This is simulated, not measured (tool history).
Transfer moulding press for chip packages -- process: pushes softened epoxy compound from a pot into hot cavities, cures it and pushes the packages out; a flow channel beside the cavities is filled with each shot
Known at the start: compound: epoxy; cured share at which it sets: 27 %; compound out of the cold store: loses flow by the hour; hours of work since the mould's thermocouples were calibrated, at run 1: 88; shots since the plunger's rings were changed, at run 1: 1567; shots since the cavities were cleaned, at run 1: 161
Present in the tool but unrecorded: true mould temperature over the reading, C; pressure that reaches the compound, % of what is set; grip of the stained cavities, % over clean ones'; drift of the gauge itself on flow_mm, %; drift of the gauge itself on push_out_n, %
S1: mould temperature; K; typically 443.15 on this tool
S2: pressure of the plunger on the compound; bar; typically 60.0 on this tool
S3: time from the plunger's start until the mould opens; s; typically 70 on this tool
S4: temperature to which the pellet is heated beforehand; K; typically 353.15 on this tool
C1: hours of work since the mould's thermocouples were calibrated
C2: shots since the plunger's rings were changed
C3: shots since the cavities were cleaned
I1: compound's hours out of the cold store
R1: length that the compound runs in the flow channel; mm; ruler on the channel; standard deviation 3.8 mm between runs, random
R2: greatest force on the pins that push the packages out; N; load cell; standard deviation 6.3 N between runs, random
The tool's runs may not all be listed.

| run | hour | S1 | S2 | S3 | S4 | C1 | C2 | C3 | I1 | R1 | R2 |
|---|---|---|---|---|---|---|---|---|---|---|---|
| 1 | 0.0 | 443.15 | 60.0 | 70 | 353.15 | 88 | 1567 | 161 | 31.0 | 628 | 359 |
|  | 47.4 | cavities cleaned with cleaning compound and waxed |
| 2 | 62.3 | 443.15 | 60.0 | 70 | 353.15 | 133 | 2606 | 254 | 40.9 | 603 | 367 |
|  | 103.9 | plunger's sealing rings changed |
| 3 | 103.9 | 443.15 | 60.0 | 70 | 353.15 | 162 | 0 | 922 | 45.6 | 617 | 453 |
|  | 109.6 | cavities cleaned with cleaning compound and waxed |
| 4 | 149.2 | 443.15 | 60.0 | 70 | 353.15 | 195 | 748 | 676 | 40.7 | 617 | 453 |
|  | 166.8 | cavities cleaned with cleaning compound and waxed |
| 5 | 182.7 | 443.15 | 60.0 | 70 | 353.15 | 219 | 1295 | 271 | 38.3 | 614 | 382 |
| 6 | 212.5 | 443.15 | 60.0 | 70 | 353.15 | 241 | 1804 | 780 | 28.4 | 636 | 433 |
|  | 227.3 | cavities cleaned with cleaning compound and waxed |
| 7 | 277.4 | 443.15 | 60.0 | 70 | 353.15 | 288 | 2888 | 856 | 33.5 | 614 | 464 |
|  | 283.7 | cavities cleaned with cleaning compound and waxed |
|  | 305.9 | plunger's sealing rings changed |
|  | 343.4 | cavities cleaned with cleaning compound and waxed |
| 8 | 343.6 | 443.15 | 72.2 | 70 | 353.15 | 333 | 619 | 4 | 27.2 | 711 | 251 |
| 9 | 394.0 | 443.15 | 60.0 | 70 | 353.15 | 370 | 1478 | 863 | 43.5 | 605 | 466 |
|  | 399.8 | cavities cleaned with cleaning compound and waxed |
| 10 | 438.3 | 443.15 | 60.0 | 70 | 353.15 | 402 | 2211 | 658 | 20.8 | 640 | 478 |
|  | 456.5 | cavities cleaned with cleaning compound and waxed |
| 11 | 483.0 | 443.15 | 60.0 | 70 | 353.15 | 434 | 2948 | 452 | 39.7 | 604 | 428 |
|  | 504.7 | plunger's sealing rings changed |
|  | 516.6 | cavities cleaned with cleaning compound and waxed |
| 12 | 532.1 | 443.15 | 60.0 | 63 | 353.15 | 467 | 441 | 264 | 12.9 | 680 | 480 |
|  | 578.5 | cavities cleaned with cleaning compound and waxed |
| 13 | 596.7 | 443.15 | 60.0 | 70 | 353.15 | 514 | 1520 | 311 | 29.2 | 635 | 425 |
|  | 637.5 | cavities cleaned with cleaning compound and waxed |
| 14 | 649.6 | 443.15 | 60.0 | 62 | 353.15 | 552 | 2399 | 207 | 27.7 | 628 | 447 |
|  | 694.0 | cavities cleaned with cleaning compound and waxed |
|  | 705.4 | plunger's sealing rings changed |
| 15 | 705.5 | 447.15 | 71.3 | 54 | 351.15 | 591 | 1 | 153 | 37.7 | 684 | 482 |
| 16 | 748.3 | 446.15 | 60.0 | 70 | 353.15 | 622 | 732 | 884 | 34.3 | 615 | 427 |
|  | 757.6 | cavities cleaned with cleaning compound and waxed |
|  | 775.6 | mould's thermocouples calibrated |
| 17 | 814.3 | 449.15 | 60.0 | 70 | 346.15 | 29 | 1801 | 935 | 17.3 | 652 | 389 |
|  | 821.9 | cavities cleaned with cleaning compound and waxed |
| 18 | 866.2 | 449.15 | 45.9 | 70 | 349.15 | 66 | 2661 | 756 | 40.0 | 519 | 391 |
|  | 880.3 | cavities cleaned with cleaning compound and waxed |
|  | 905.7 | plunger's sealing rings changed |
| 19 | 905.7 | 449.15 | 45.9 | 53 | 355.15 | 92 | 0 | 391 | 9.6 | 600 | 493 |
| 20 | 937.4 | 449.15 | 45.9 | 53 | 355.15 | 116 | 542 | 933 | 33.4 | 547 | 549 |
|  | 943.9 | cavities cleaned with cleaning compound and waxed |
| 21 | 967.0 | 449.15 | 45.9 | 53 | 355.15 | 137 | 1021 | 394 | 39.0 | 534 | 500 |
|  | 1000.5 | cavities cleaned with cleaning compound and waxed |
| 22 | 1004.4 | 449.15 | 45.9 | 53 | 355.15 | 163 | 1636 | 68 | 27.6 | 555 | 363 |
|  | 1059.1 | cavities cleaned with cleaning compound and waxed |
| 23 | 1063.1 | 446.15 | 58.1 | 54 | 353.15 | 206 | 2613 | 69 | 28.7 | 617 | 414 |
| 24 | 1090.2 | 449.15 | 58.1 | 54 | 363.15 | 226 | 3075 | 531 | 45.7 | 572 | 487 |
|  | 1106.7 | plunger's sealing rings changed |
|  | 1118.7 | cavities cleaned with cleaning compound and waxed |
| 25 | 1145.0 | 449.15 | 58.1 | 85 | 363.15 | 263 | 628 | 449 | 21.8 | 637 | 331 |
|  | 1179.3 | cavities cleaned with cleaning compound and waxed |
| 26 | 1194.2 | 439.15 | 70.1 | 51 | 355.15 | 299 | 1443 | 253 | 33.8 | 684 | 980 |
|  | 1236.5 | cavities cleaned with cleaning compound and waxed |
| 27 | 1255.8 | 439.15 | 70.1 | 51 | 355.15 | 343 | 2471 | 331 | 32.8 | 676 | 1046 |
|  | 1297.9 | cavities cleaned with cleaning compound and waxed |
|  | 1307.7 | plunger's sealing rings changed |
| 28 | 1315.8 | 439.15 | 70.1 | 51 | 355.15 | 385 | 139 | 263 | 22.2 | 725 | 1019 |

Pick out some run-to-run changes in R1. Of each, how much would a tool without hidden state show as well, from the settings, what came in and chance, and how much is left for the hidden state and any gauge scatter not in both results compared?
Run 2 -> 3: plunger's sealing rings changed. R1 +14 mm: hidden state +19, all else -5.
Run 8 -> 9: S2 72.2 -> 60.0. R1 -106 mm: hidden state -5, all else -101.
Run 14 -> 15: S1 443.15 -> 447.15, S2 60.0 -> 71.3, S3 62 -> 54, S4 353.15 -> 351.15, cavities cleaned with cleaning compound and waxed, plunger's sealing rings changed. R1 +56 mm: hidden state +20, all else +36.
Run 17 -> 18: S2 60.0 -> 45.9, S4 346.15 -> 349.15, cavities cleaned with cleaning compound and waxed. R1 -133 mm: hidden state -4, all else -129.
